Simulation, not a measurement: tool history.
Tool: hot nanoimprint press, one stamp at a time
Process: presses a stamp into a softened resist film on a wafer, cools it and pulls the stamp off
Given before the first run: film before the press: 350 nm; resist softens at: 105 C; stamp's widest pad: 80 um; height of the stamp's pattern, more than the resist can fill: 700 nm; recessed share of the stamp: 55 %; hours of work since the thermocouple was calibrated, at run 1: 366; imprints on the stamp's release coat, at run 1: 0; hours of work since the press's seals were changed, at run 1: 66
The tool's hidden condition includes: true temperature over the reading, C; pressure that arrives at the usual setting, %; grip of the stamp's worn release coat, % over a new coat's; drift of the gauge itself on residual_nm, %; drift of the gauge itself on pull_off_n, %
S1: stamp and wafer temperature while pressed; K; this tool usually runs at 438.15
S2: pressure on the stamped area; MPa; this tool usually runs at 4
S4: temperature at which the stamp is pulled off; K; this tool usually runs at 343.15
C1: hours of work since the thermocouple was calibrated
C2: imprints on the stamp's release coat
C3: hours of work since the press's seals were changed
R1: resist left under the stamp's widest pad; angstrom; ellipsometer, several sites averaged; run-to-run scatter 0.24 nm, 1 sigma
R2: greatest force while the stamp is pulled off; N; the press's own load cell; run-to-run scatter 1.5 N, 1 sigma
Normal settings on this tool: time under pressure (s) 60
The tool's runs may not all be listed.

run 1 hour=0 | S1=438.15 S2=4 time_under_pressure_(s)=60 S4=343.15 | C1=366 C2=0 C3=66 | R1=1632 R2=208
run 2 hour=58.3 | S1=438.15 S2=4 time_under_pressure_(s)=60 S4=343.15 | C1=397 C2=182 C3=97 | R1=1634 R2=210
run 3 hour=106.1 | S1=438.15 S2=4 time_under_pressure_(s)=60 S4=343.15 | C1=421 C2=331 C3=121 | R1=1630 R2=210
-- hour=162.4 plate thermocouple calibrated
run 4 hour=170.4 | S1=438.15 S2=4 time_under_pressure_(s)=60 S4=343.15 | C1=4 C2=522 C3=153 | R1=1633 R2=211
run 5 hour=202.3 | S1=438.15 S2=4 time_under_pressure_(s)=60 S4=343.15 | C1=21 C2=621 C3=170 | R1=1634 R2=212
run 6 hour=252.1 | S1=438.15 S2=4 time_under_pressure_(s)=60 S4=343.15 | C1=46 C2=777 C3=195 | R1=1632 R2=214
-- hour=274 stamp cleaned and given a new release coat
run 7 hour=320.9 | S1=441.15 S2=4 time_under_pressure_(s)=107 S4=343.15 | C1=79 C2=147 C3=228 | R1=1181 R2=211
run 8 hour=382.6 | S1=438.15 S2=4 time_under_pressure_(s)=34 S4=344.15 | C1=111 C2=339 C3=260 | R1=1986 R2=208
run 9 hour=424.7 | S1=438.15 S2=5.82 time_under_pressure_(s)=58 S4=343.15 | C1=133 C2=470 C3=282 | R1=1388 R2=211
run 10 hour=467.5 | S1=449.15 S2=4 time_under_pressure_(s)=60 S4=343.15 | C1=155 C2=604 C3=304 | R1=1142 R2=213
run 11 hour=516.1 | S1=449.15 S2=4 time_under_pressure_(s)=60 S4=343.15 | C1=180 C2=755 C3=329 | R1=1145 R2=212
-- hour=543.3 stamp cleaned and given a new release coat
run 12 hour=569.7 | S1=432.15 S2=4 time_under_pressure_(s)=119 S4=341.15 | C1=205 C2=82 C3=354 | R1=1571 R2=211

Alternative continuations, all from the tool just after run 12; predict every row:
run A hour=625.6 | S1=429.15 S2=2.4 time_under_pressure_(s)=60 S4=337.15 | C1=234 C2=256 C3=383 | R1=? R2=?
run B hour=625.6 | S1=439.15 S2=4 time_under_pressure_(s)=119 S4=336.15 | C1=234 C2=256 C3=383 | R1=? R2=?
run C hour=625.6 | S1=432.15 S2=4 time_under_pressure_(s)=38 S4=341.15 | C1=234 C2=256 C3=383 | R1=? R2=?
run D hour=625.6 | S1=431.15 S2=4 time_under_pressure_(s)=60 S4=339.15 | C1=234 C2=256 C3=383 | R1=? R2=?

run=A R1=2571 R2=219
run=B R1=1211 R2=220
run=C R1=2281 R2=213
run=D R1=2059 R2=216
With no hidden state in the tool, these same runs would have given:
run=A R1=2566 R2=219
run=B R1=1209 R2=220
run=C R1=2278 R2=213
run=D R1=2056 R2=216
